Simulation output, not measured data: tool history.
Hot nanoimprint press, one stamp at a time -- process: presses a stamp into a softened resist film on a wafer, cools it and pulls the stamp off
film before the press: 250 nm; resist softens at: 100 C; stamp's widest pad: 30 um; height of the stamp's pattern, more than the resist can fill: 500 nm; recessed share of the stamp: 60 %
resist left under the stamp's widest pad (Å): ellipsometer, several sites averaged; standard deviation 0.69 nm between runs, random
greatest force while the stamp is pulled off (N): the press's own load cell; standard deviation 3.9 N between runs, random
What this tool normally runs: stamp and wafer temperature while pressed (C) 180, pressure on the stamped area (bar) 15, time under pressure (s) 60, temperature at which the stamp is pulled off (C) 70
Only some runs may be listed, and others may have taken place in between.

| run | hour | stamp and wafer temperature while pressed (C) | pressure on the stamped area (bar) | time under pressure (s) | temperature at which the stamp is pulled off (C) | resist left under the stamp's widest pad (Å) | greatest force while the stamp is pulled off (N) |
|---|---|---|---|---|---|---|---|
| 1 | 0 | 180 | 15 | 60 | 70 | 1520 | 224 |
| 2 | 54.4 | 180 | 15 | 60 | 70 | 1521 | 235 |
|  | 114.7 | stamp cleaned and given a new release coat |
| 3 | 120.4 | 180 | 15 | 60 | 70 | 1527 | 196 |
| 4 | 198.7 | 180 | 15 | 60 | 70 | 1539 | 205 |
| 5 | 263.1 | 180 | 15 | 60 | 70 | 1522 | 209 |
| 6 | 309.5 | 180 | 15 | 60 | 70 | 1545 | 216 |
| 7 | 353.7 | 180 | 15 | 60 | 70 | 1535 | 229 |
| 8 | 423.3 | 180 | 15 | 83 | 70 | 1397 | 240 |
|  | 447.9 | stamp cleaned and given a new release coat |
| 9 | 484.3 | 180 | 15 | 83 | 70 | 1407 | 196 |
| 10 | 559.2 | 180 | 15 | 60 | 70 | 1557 | 210 |
| 11 | 591.7 | 180 | 15 | 60 | 70 | 1551 | 208 |
|  | 600.6 | plate thermocouple calibrated |
| 12 | 648.3 | 180 | 15 | 60 | 70 | 1554 | 222 |
| 13 | 707.3 | 180 | 15 | 73 | 70 | 1464 | 225 |
| 14 | 743.5 | 180 | 15 | 60 | 70 | 1575 | 232 |
|  | 784.9 | stamp cleaned and given a new release coat |
|  | 821.5 | plate thermocouple calibrated, once more |
| 15 | 828.3 | 180 | 15 | 60 | 70 | 1520 | 195 |
| 16 | 866.1 | 180 | 15 | 60 | 70 | 1527 | 199 |
| 17 | 899.7 | 187 | 12.2 | 101 | 70 | 1051 | 203 |
| 18 | 958.4 | 180 | 15 | 60 | 69 | 1530 | 218 |
| 19 | 1022.5 | 181 | 13.8 | 60 | 69 | 1517 | 228 |
| 20 | 1062.8 | 181 | 13.8 | 60 | 69 | 1511 | 228 |
|  | 1123 | stamp cleaned and given a new release coat |
| 21 | 1133.6 | 178 | 14.5 | 36 | 78 | 1870 | 171 |

Run 22 has not been measured yet. What should we expect?
| 22 | 1167.2 | 178 | 14.5 | 36 | 78 | ? | ? |

resist left under the stamp's widest pad (Å): 1874
greatest force while the stamp is pulled off (N): 169
Were there no unlogged condition in the tool, this run, its random variation unchanged, would have produced resist left under the stamp's widest pad (Å) 1833, greatest force while the stamp is pulled off (N) 164.
